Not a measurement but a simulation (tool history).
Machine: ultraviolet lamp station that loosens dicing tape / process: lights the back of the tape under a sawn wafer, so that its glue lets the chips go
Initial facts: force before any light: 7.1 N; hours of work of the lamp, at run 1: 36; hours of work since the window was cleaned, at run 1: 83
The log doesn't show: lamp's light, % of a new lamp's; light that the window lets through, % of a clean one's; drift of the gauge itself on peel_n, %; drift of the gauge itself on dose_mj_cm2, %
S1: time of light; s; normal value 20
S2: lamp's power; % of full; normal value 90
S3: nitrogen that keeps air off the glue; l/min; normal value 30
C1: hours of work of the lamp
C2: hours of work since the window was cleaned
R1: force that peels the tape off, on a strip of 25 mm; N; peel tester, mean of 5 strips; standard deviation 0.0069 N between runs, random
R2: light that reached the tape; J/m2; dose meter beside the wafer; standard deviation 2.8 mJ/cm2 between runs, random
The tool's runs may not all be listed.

{"run": 1, "hour": 0.0, "S1": 20, "S2": 90, "S3": 30, "C1": 36, "C2": 83, "R1": 0.251, "R2": 3760}
{"run": 2, "hour": 11.0, "S1": 20, "S2": 90, "S3": 30, "C1": 44, "C2": 91, "R1": 0.241, "R2": 3710}
{"run": 3, "hour": 19.7, "S1": 20, "S2": 86, "S3": 30, "C1": 51, "C2": 98, "R1": 0.261, "R2": 3570}
{"run": 4, "hour": 26.4, "S1": 20, "S2": 90, "S3": 30, "C1": 56, "C2": 102, "R1": 0.264, "R2": 3720}
{"run": 5, "hour": 37.1, "S1": 20, "S2": 90, "S3": 30, "C1": 64, "C2": 110, "R1": 0.26, "R2": 3680}
{"run": 6, "hour": 43.7, "S1": 20, "S2": 90, "S3": 30, "C1": 68, "C2": 115, "R1": 0.258, "R2": 3690}
{"run": 7, "hour": 51.0, "S1": 20, "S2": 90, "S3": 30, "C1": 74, "C2": 120, "R1": 0.263, "R2": 3700}
{"run": 8, "hour": 58.4, "S1": 20, "S2": 90, "S3": 30, "C1": 79, "C2": 126, "R1": 0.263, "R2": 3670}
{"run": 9, "hour": 63.8, "S1": 33, "S2": 90, "S3": 55, "C1": 83, "C2": 130, "R1": 0.155, "R2": 6090}
{"run": 10, "hour": 72.3, "S1": 23, "S2": 90, "S3": 14, "C1": 89, "C2": 136, "R1": 0.351, "R2": 4220}
{"run": 11, "hour": 83.5, "S1": 38, "S2": 90, "S3": 26, "C1": 97, "C2": 144, "R1": 0.155, "R2": 7010}
{"run": 12, "hour": 90.9, "S1": 27, "S2": 95, "S3": 30, "C1": 103, "C2": 150, "R1": 0.17, "R2": 5250}
{"run": 13, "hour": 102.9, "S1": 27, "S2": 95, "S3": 30, "C1": 112, "C2": 158, "R1": 0.172, "R2": 5180}

Measured result minus the same run's result without the hidden state. Both carry the same run-to-run variation, though not necessarily the same gauge scatter:
run=1 R1=+0.011 R2=-100
run=2 R1=+0.013 R2=-120
run=3 R1=+0.015 R2=-120
run=4 R1=+0.014 R2=-130
run=5 R1=+0.016 R2=-150
run=6 R1=+0.017 R2=-150
run=7 R1=+0.018 R2=-150
run=8 R1=+0.018 R2=-160
run=9 R1=+0.001 R2=-280
run=10 R1=+0.031 R2=-200
run=11 R1=+0.002 R2=-360
run=12 R1=+0.005 R2=-280
run=13 R1=+0.006 R2=-290

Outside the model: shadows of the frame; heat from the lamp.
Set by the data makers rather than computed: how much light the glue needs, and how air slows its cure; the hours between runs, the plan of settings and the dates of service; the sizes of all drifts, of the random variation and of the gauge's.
